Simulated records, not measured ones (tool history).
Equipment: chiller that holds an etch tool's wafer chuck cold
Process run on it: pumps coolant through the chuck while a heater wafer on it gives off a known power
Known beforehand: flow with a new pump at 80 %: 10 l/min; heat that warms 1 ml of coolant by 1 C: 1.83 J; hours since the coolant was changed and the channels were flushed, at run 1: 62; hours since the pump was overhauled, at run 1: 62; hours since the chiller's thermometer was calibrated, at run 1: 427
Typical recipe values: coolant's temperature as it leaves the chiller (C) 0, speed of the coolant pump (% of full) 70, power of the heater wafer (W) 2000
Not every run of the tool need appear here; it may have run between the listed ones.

| run | hour | coolant's temperature as it leaves the chiller (C) | speed of the coolant pump (% of full) | power of the heater wafer (W) | hours since the coolant was changed and the channels were flushed | hours since the pump was overhauled | hours since the chiller's thermometer was calibrated | chuck's temperature once it has settled (C) | how much warmer the coolant comes back (C) |
|---|---|---|---|---|---|---|---|---|---|
| 1 | 0.0 | 0 | 70 | 2000 | 62 | 62 | 427 | 16.4 | 7.57 |
| 2 | 81.1 | 0 | 70 | 2000 | 143 | 143 | 508 | 16.2 | 7.71 |
| 3 | 187.8 | 0 | 70 | 2000 | 249 | 249 | 615 | 16.4 | 7.75 |
| 4 | 299.4 | 0 | 70 | 2000 | 361 | 361 | 726 | 16.4 | 7.78 |
| 5 | 354.6 | 0 | 70 | 2000 | 416 | 416 | 782 | 16.8 | 7.73 |
| 6 | 429.4 | 0 | 70 | 2000 | 491 | 491 | 856 | 16.7 | 7.79 |
| 7 | 542.9 | 0 | 66 | 2000 | 605 | 605 | 970 | 17.3 | 8.38 |
| 8 | 636.7 | 0 | 70 | 2000 | 698 | 698 | 1064 | 16.7 | 7.75 |
| 9 | 733.3 | 0 | 70 | 2000 | 795 | 795 | 1160 | 16.9 | 7.84 |
| 10 | 863.2 | 0 | 70 | 2000 | 925 | 925 | 1290 | 17.1 | 7.84 |
| 11 | 940.0 | 0 | 70 | 2000 | 1002 | 1002 | 1367 | 17.1 | 7.88 |
| 12 | 1011.6 | 0 | 70 | 2000 | 1073 | 1073 | 1439 | 17.2 | 7.88 |
| 13 | 1098.8 | 0 | 70 | 2000 | 1160 | 1160 | 1526 | 17.3 | 7.91 |
| 14 | 1163.2 | -1 | 70 | 2000 | 1225 | 1225 | 1590 | 16.3 | 7.88 |
| 15 | 1282.2 | -1 | 70 | 2000 | 1344 | 1344 | 1709 | 16.5 | 7.96 |
| 16 | 1391.2 | -1 | 70 | 2000 | 1453 | 1453 | 1818 | 16.4 | 7.94 |
| 17 | 1493.0 | 0 | 80 | 1700 | 1555 | 1555 | 1920 | 13.2 | 5.83 |
| 18 | 1611.2 | 0 | 80 | 1700 | 1673 | 1673 | 2038 | 13.4 | 5.94 |
| 19 | 1725.4 | 0 | 80 | 1700 | 1787 | 1787 | 2152 | 13.5 | 5.92 |
| 20 | 1793.3 | 0 | 80 | 1543 | 1855 | 1855 | 2220 | 12.3 | 5.30 |
| 21 | 1906.1 | 0 | 80 | 1543 | 1968 | 1968 | 2333 | 12.2 | 5.47 |
| 22 | 2013.6 | 0 | 60 | 1488 | 2075 | 2075 | 2441 | 15.2 | 7.13 |
| 23 | 2117.3 | -9 | 70 | 2000 | 2179 | 2179 | 2544 | 9.2 | 8.19 |
| 24 | 2172.7 | -5 | 70 | 2222 | 2234 | 2234 | 2600 | 15.3 | 9.08 |
| 25 | 2250.8 | -6 | 69 | 2458 | 2312 | 2312 | 2678 | 16.9 | 10.17 |
| 26 | 2363.9 | -2 | 90 | 1834 | 2425 | 2425 | 2791 | 11.6 | 5.73 |
| 27 | 2424.1 | -7 | 61 | 2542 | 2486 | 2486 | 2851 | 19.5 | 12.10 |
| 28 | 2508.8 | 0 | 81 | 2000 | 2570 | 2570 | 2936 | 16.4 | 7.06 |
| 29 | 2621.8 | 1 | 95 | 2947 | 2683 | 2683 | 3049 | 22.7 | 8.76 |
| 30 | 2755.9 | 1 | 95 | 2947 | 2817 | 2817 | 3183 | 22.9 | 8.86 |
| 31 | 2828.8 | 1 | 95 | 2947 | 2890 | 2890 | 3256 | 23.0 | 8.82 |

Some steps in chuck's temperature once it has settled (C), run to run, broken into two amounts with sign: the step expected even without the hidden condition (settings, incoming material, random variation), and the rest, left for the hidden condition together with whatever gauge scatter is not in both the measured and the hidden-condition-free result:
The hidden state here: heat passed by the chuck's channels, % of clean ones'; flow at a given pump speed, % of a new pump's; coolant's true temperature over the reading, C; drift of the gauge itself on chuck_c, C; drift of the gauge itself on warmer_back_c, C.
Run 23 -> 24: coolant's temperature as it leaves the chiller (C) -9 -> -5, power of the heater wafer (W) 2000 -> 2222. chuck's temperature once it has settled (C) +6.1: hidden state +0.4, all else +5.7.
Run 25 -> 26: coolant's temperature as it leaves the chiller (C) -6 -> -2, speed of the coolant pump (% of full) 69 -> 90, power of the heater wafer (W) 2458 -> 1834. chuck's temperature once it has settled (C) -5.3: hidden state -1.2, all else -4.1.
Run 26 -> 27: coolant's temperature as it leaves the chiller (C) -2 -> -7, speed of the coolant pump (% of full) 90 -> 61, power of the heater wafer (W) 1834 -> 2542. chuck's temperature once it has settled (C) +7.9: hidden state +1.9, all else +6.0.
Run 27 -> 28: coolant's temperature as it leaves the chiller (C) -7 -> 0, speed of the coolant pump (% of full) 61 -> 81, power of the heater wafer (W) 2542 -> 2000. chuck's temperature once it has settled (C) -3.1: hidden state -1.4, all else -1.7.
Run 28 -> 29: coolant's temperature as it leaves the chiller (C) 0 -> 1, speed of the coolant pump (% of full) 81 -> 95, power of the heater wafer (W) 2000 -> 2947. chuck's temperature once it has settled (C) +6.3: hidden state +1.0, all else +5.3.
